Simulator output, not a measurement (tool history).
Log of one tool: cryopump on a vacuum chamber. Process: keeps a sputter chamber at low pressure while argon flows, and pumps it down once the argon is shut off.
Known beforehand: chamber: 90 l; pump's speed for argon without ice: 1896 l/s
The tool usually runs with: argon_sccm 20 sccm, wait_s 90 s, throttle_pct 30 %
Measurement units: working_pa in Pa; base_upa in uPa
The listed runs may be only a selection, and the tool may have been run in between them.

| run | hour | argon_sccm | wait_s | throttle_pct | working_pa | base_upa |
|---|---|---|---|---|---|---|
| 1 | 0 | 20 | 90 | 30 | 0.067 | 1.75 |
| 2 | 32.7 | 15 | 90 | 30 | 0.0498 | 1.81 |
| 3 | 62.4 | 15 | 90 | 30 | 0.051 | 1.9 |
| 4 | 113.1 | 15 | 90 | 30 | 0.0503 | 1.92 |
|  | 156.9 | pump warmed up, emptied and cooled again |
| 5 | 175.9 | 15 | 90 | 30 | 0.0445 | 1.54 |
| 6 | 206 | 15 | 90 | 30 | 0.0447 | 1.58 |
| 7 | 260.3 | 20 | 90 | 56 | 0.0322 | 1.61 |
| 8 | 304.6 | 20 | 90 | 30 | 0.0598 | 1.68 |
| 9 | 336.5 | 20 | 90 | 30 | 0.0603 | 1.66 |
| 10 | 391.7 | 20 | 90 | 30 | 0.0613 | 1.72 |
| 11 | 440.2 | 20 | 90 | 30 | 0.0608 | 1.81 |
| 12 | 499.7 | 20 | 90 | 54 | 0.0363 | 1.71 |
| 13 | 540.3 | 20 | 90 | 54 | 0.0355 | 1.86 |
| 14 | 574.5 | 20 | 27 | 49 | 0.0387 | 3.56 |
| 15 | 623.9 | 20 | 26 | 49 | 0.0402 | 3.77 |
| 16 | 666.9 | 20 | 26 | 49 | 0.0401 | 3.8 |
| 17 | 703.8 | 20 | 98 | 24 | 0.0775 | 1.92 |
| 18 | 752.7 | 20 | 110 | 30 | 0.0631 | 1.86 |
| 19 | 812.2 | 37 | 151 | 33 | 0.1087 | 1.75 |
| 20 | 853.2 | 20 | 90 | 22 | 0.085 | 2.17 |
| 21 | 913.5 | 20 | 178 | 54 | 0.0384 | 1.82 |
| 22 | 970.8 | 15 | 33 | 33 | 0.0442 | 3.43 |
| 23 | 1001.1 | 15 | 33 | 33 | 0.0459 | 3.52 |
| 24 | 1053.6 | 16 | 68 | 33 | 0.0485 | 2.59 |
| 25 | 1109 | 19 | 170 | 33 | 0.0581 | 2 |

Predict each of these 4 candidate next runs independently; none follows another, all start after run 25:
| A | 1150.7 | 20 | 90 | 16 | ? | ? |
| B | 1150.7 | 17 | 123 | 21 | ? | ? |
| C | 1150.7 | 40 | 90 | 30 | ? | ? |
| D | 1150.7 | 28 | 42 | 38 | ? | ? |

| run | working_pa | base_upa |
|---|---|---|
| A | 0.12 | 2.5 |
| B | 0.0799 | 2.26 |
| C | 0.1347 | 2.51 |
| D | 0.0763 | 3.31 |
Without the tool's hidden state the same runs would have given:
| run | working_pa | base_upa |
|---|---|---|
| A | 0.1121 | 0.91 |
| B | 0.0732 | 0.69 |
| C | 0.1191 | 0.9 |
| D | 0.0654 | 1.74 |

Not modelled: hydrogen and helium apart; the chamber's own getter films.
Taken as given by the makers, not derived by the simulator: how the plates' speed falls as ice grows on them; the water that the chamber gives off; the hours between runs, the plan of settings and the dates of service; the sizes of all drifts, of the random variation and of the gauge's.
